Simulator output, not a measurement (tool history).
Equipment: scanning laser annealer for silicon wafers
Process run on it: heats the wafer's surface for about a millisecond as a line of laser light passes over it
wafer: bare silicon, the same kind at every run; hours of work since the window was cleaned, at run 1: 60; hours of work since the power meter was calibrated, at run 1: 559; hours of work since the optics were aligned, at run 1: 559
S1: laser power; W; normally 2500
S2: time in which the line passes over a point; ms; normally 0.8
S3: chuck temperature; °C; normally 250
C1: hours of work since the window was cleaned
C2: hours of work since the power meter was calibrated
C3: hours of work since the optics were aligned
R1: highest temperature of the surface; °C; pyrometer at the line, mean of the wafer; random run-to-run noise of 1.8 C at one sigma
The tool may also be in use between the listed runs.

run   hour    S1     S2   S3   C1   C2   C3    R1
  1      0  2500    0.8  250   60  559  559   955
  2   18.4  2500  0.914  250   71  570  570  1004
  3   44.2  2500  0.914  250   86  586  586  1004
  4   71.6  2500    0.8  273  103  603  603   968
  5   85.2  2500    0.8  273  111  611  611   969
  6  104.7  2500    0.8  273  123  623  623   967
  7  123.6  2500    0.8  273  134  634  634   963
  8  141.4  2500    0.8  250  145  645  645   941
       147  -- laser's power meter calibrated
  9  160.6  2500    0.8  250  155    8  655   935
 10  172.8  2500    0.8  250  162   16  662   935
 11  196.7  2500    0.8  250  177   30  676   934
 12    214  2500    0.8  250  187   40  687   931
 13  231.2  2500    0.8  250  197   51  697   929
     242.8  -- laser's power meter calibrated, once more
 14  261.1  2500    0.8  250  214   11  713   933
 15  278.5  2151  0.963  228  224   22  724   855
 16  292.9  2151  0.963  228  233   30  733   851
 17  321.5  2724  0.602  248  250   48  750   894
 18  337.7  2500  0.845  258  260   57  760   954
 19  363.5  2500  0.916  250  276   73  775   978
 20  384.7  2705  0.636  276  288   86  788   932
 21  406.5  2272    0.8  287  302   99  801   884
 22  423.3  2325  0.928  282  312  109  811   945
 23  449.8  2533  0.639  280  328  125  827   878
 24    463  2533  0.639  280  336  133  835   879
     486.3  -- window over the wafer cleaned
 25  487.6  2533  0.562  280    1  147  849   878
 26  500.4  2533  0.562  280    8  154  857   877
 27  520.5  2466    0.8  250   21  167  869   944

Predict each of these 3 candidate next runs independently; none follows another, all start after run 27:
  A  540.5  2427  0.569  289  33  179  881   ?
  B  540.5  2500    0.8  240  33  179  881   ?
  C  540.5  2606  0.796  259  33  179  881   ?

run    R1
  A   856
  B   947
  C  1003
Take away the tool's hidden state, keep each run's random variation, and the runs would have read:
run    R1
  A   868
  B   962
  C  1020

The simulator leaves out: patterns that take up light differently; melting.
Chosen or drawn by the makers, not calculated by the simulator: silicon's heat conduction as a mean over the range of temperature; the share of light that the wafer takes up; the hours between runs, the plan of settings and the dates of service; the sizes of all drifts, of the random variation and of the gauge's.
